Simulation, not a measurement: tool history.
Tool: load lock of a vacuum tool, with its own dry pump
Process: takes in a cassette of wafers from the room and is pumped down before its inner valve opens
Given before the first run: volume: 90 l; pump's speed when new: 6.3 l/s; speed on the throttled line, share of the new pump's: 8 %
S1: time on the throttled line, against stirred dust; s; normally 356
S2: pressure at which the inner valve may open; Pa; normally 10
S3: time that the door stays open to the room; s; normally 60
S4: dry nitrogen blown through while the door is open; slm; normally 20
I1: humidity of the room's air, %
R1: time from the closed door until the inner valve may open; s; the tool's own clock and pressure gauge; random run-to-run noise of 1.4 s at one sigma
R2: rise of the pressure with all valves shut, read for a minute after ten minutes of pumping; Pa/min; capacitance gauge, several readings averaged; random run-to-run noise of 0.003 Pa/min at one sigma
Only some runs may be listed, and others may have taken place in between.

{"run": 1, "hour": 0.0, "S1": 356, "S2": 10, "S3": 60, "S4": 20, "I1": 45.0, "R1": 467.6, "R2": 0.118}
{"run": 2, "hour": 105.4, "S1": 356, "S2": 10, "S3": 52, "S4": 20, "I1": 44.4, "R1": 470.9, "R2": 0.116}
{"run": 3, "hour": 289.4, "S1": 356, "S2": 10, "S3": 60, "S4": 4, "I1": 47.5, "R1": 468.6, "R2": 0.136}
{"run": 4, "hour": 527.5, "S1": 356, "S2": 10, "S3": 28, "S4": 20, "I1": 43.0, "R1": 471.0, "R2": 0.117}
{"run": 5, "hour": 665.0, "S1": 356, "S2": 10, "S3": 28, "S4": 20, "I1": 44.6, "R1": 470.5, "R2": 0.117}
{"run": 6, "hour": 816.5, "S1": 356, "S2": 10, "S3": 28, "S4": 20, "I1": 43.8, "R1": 468.7, "R2": 0.12}
{"run": 7, "hour": 1000.9, "S1": 356, "S2": 10, "S3": 60, "S4": 20, "I1": 44.3, "R1": 471.8, "R2": 0.133}
{"run": 8, "hour": 1235.4, "S1": 356, "S2": 10, "S3": 60, "S4": 20, "I1": 44.7, "R1": 469.9, "R2": 0.138}
{"run": 9, "hour": 1355.9, "S1": 356, "S2": 10, "S3": 60, "S4": 20, "I1": 46.1, "R1": 472.0, "R2": 0.139}
{"run": 10, "hour": 1551.9, "S1": 356, "S2": 10, "S3": 60, "S4": 20, "I1": 42.8, "R1": 470.1, "R2": 0.142}
{"run": 11, "hour": 1752.3, "S1": 356, "S2": 10, "S3": 60, "S4": 20, "I1": 48.0, "R1": 472.4, "R2": 0.151}
{"run": 12, "hour": 1853.4, "S1": 356, "S2": 10, "S3": 60, "S4": 20, "I1": 47.9, "R1": 473.5, "R2": 0.152}
{"run": 13, "hour": 2047.1, "S1": 356, "S2": 11, "S3": 60, "S4": 20, "I1": 48.2, "R1": 470.4, "R2": 0.154}
{"run": 14, "hour": 2150.1, "S1": 356, "S2": 11, "S3": 60, "S4": 20, "I1": 44.8, "R1": 471.3, "R2": 0.151}
{"run": 15, "hour": 2319.7, "S1": 251, "S2": 14, "S3": 60, "S4": 14, "I1": 46.2, "R1": 371.2, "R2": 0.155}
{"run": 16, "hour": 2495.0, "S1": 356, "S2": 10, "S3": 130, "S4": 9, "I1": 44.0, "R1": 472.1, "R2": 0.193}
{"run": 17, "hour": 2642.4, "S1": 264, "S2": 10, "S3": 99, "S4": 21, "I1": 41.9, "R1": 390.3, "R2": 0.169}
{"run": 18, "hour": 2825.3, "S1": 615, "S2": 11, "S3": 64, "S4": 16, "I1": 49.6, "R1": 704.3, "R2": 0.167}
{"run": 19, "hour": 2983.3, "S1": 356, "S2": 10, "S3": 64, "S4": 20, "I1": 42.0, "R1": 474.5, "R2": 0.164}

Below are 3 alternative next runs, each starting from the tool's condition after run 19. Predict each:
{"run": "A", "hour": 3161.4, "S1": 514, "S2": 10, "S3": 35, "S4": 4, "I1": 47.1, "R1": "?", "R2": "?"}
{"run": "B", "hour": 3161.4, "S1": 356, "S2": 10, "S3": 64, "S4": 20, "I1": 49.4, "R1": "?", "R2": "?"}
{"run": "C", "hour": 3161.4, "S1": 268, "S2": 10, "S3": 64, "S4": 20, "I1": 42.6, "R1": "?", "R2": "?"}

run=A R1=618.8 R2=0.163
run=B R1=476.8 R2=0.170
run=C R1=394.3 R2=0.162
Had the tool no hidden state, the same runs would have come out as:
run=A R1=605.7 R2=0.029
run=B R1=461.9 R2=0.038
run=C R1=378.4 R2=0.030

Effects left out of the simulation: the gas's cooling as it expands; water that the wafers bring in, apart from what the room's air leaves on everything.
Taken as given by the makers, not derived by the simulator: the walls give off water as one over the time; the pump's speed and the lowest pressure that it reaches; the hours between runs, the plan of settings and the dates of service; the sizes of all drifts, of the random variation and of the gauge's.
